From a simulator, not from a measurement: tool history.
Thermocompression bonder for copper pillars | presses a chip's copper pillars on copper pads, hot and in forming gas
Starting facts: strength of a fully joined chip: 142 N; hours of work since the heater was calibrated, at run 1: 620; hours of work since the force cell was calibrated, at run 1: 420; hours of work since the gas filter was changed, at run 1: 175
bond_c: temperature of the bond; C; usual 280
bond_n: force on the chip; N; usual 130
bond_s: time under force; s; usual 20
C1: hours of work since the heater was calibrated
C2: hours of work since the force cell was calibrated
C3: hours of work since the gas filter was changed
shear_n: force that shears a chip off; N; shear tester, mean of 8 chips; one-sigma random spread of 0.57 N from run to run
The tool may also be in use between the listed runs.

{"run": 1, "hour": 0.0, "bond_c": 280, "bond_n": 130, "bond_s": 20, "C1": 620, "C2": 420, "C3": 175, "shear_n": 49.8}
{"run": 2, "hour": 16.4, "bond_c": 280, "bond_n": 130, "bond_s": 20, "C1": 633, "C2": 433, "C3": 187, "shear_n": 50.7}
{"run": 3, "hour": 26.2, "bond_c": 280, "bond_n": 130, "bond_s": 20, "C1": 640, "C2": 440, "C3": 195, "shear_n": 49.7}
{"run": 4, "hour": 39.9, "bond_c": 280, "bond_n": 130, "bond_s": 20, "C1": 651, "C2": 451, "C3": 205, "shear_n": 50.0}
{"run": 5, "hour": 51.1, "bond_c": 280, "bond_n": 130, "bond_s": 20, "C1": 659, "C2": 459, "C3": 214, "shear_n": 49.7}
{"hour": 67.1, "done": "forming gas filter changed"}
{"run": 6, "hour": 69.3, "bond_c": 280, "bond_n": 130, "bond_s": 34, "C1": 673, "C2": 473, "C3": 2, "shear_n": 63.4}
{"hour": 72.3, "done": "force cell calibrated"}
{"run": 7, "hour": 82.1, "bond_c": 280, "bond_n": 130, "bond_s": 34, "C1": 682, "C2": 7, "C3": 10, "shear_n": 63.1}
{"run": 8, "hour": 95.8, "bond_c": 280, "bond_n": 130, "bond_s": 34, "C1": 692, "C2": 18, "C3": 21, "shear_n": 62.2}
{"run": 9, "hour": 113.4, "bond_c": 280, "bond_n": 130, "bond_s": 26, "C1": 706, "C2": 31, "C3": 34, "shear_n": 57.3}
{"run": 10, "hour": 124.8, "bond_c": 280, "bond_n": 172, "bond_s": 47, "C1": 714, "C2": 40, "C3": 43, "shear_n": 88.3}
{"run": 11, "hour": 144.0, "bond_c": 280, "bond_n": 172, "bond_s": 47, "C1": 729, "C2": 55, "C3": 58, "shear_n": 86.8}
{"run": 12, "hour": 154.9, "bond_c": 272, "bond_n": 130, "bond_s": 20, "C1": 737, "C2": 63, "C3": 66, "shear_n": 47.4}
{"run": 13, "hour": 168.6, "bond_c": 258, "bond_n": 90, "bond_s": 19, "C1": 748, "C2": 74, "C3": 76, "shear_n": 26.4}
{"run": 14, "hour": 180.3, "bond_c": 258, "bond_n": 90, "bond_s": 19, "C1": 757, "C2": 83, "C3": 85, "shear_n": 27.6}

4 ways to go on from here, each from the tool as it stands after run 14. What would each give?
{"hour": 187.3, "done": "force cell calibrated, once more"}
{"run": "A", "hour": 191.5, "bond_c": 253, "bond_n": 106, "bond_s": 20, "C1": 764, "C2": 3, "C3": 93, "shear_n": "?"}
{"hour": 187.3, "done": "force cell calibrated, once more"}
{"run": "B", "hour": 191.5, "bond_c": 289, "bond_n": 113, "bond_s": 15, "C1": 764, "C2": 3, "C3": 93, "shear_n": "?"}
{"hour": 187.3, "done": "force cell calibrated, once more"}
{"run": "C", "hour": 191.5, "bond_c": 258, "bond_n": 90, "bond_s": 16, "C1": 764, "C2": 3, "C3": 93, "shear_n": "?"}
{"hour": 187.3, "done": "force cell calibrated, once more"}
{"run": "D", "hour": 191.5, "bond_c": 252, "bond_n": 83, "bond_s": 11, "C1": 764, "C2": 3, "C3": 93, "shear_n": "?"}

run=A shear_n=31.8
run=B shear_n=45.0
run=C shear_n=25.3
run=D shear_n=18.1
The same runs, with their run-to-run variation unchanged, on a tool lacking any hidden condition would have given:
run=A shear_n=30.4
run=B shear_n=43.7
run=C shear_n=24.2
run=D shear_n=17.2

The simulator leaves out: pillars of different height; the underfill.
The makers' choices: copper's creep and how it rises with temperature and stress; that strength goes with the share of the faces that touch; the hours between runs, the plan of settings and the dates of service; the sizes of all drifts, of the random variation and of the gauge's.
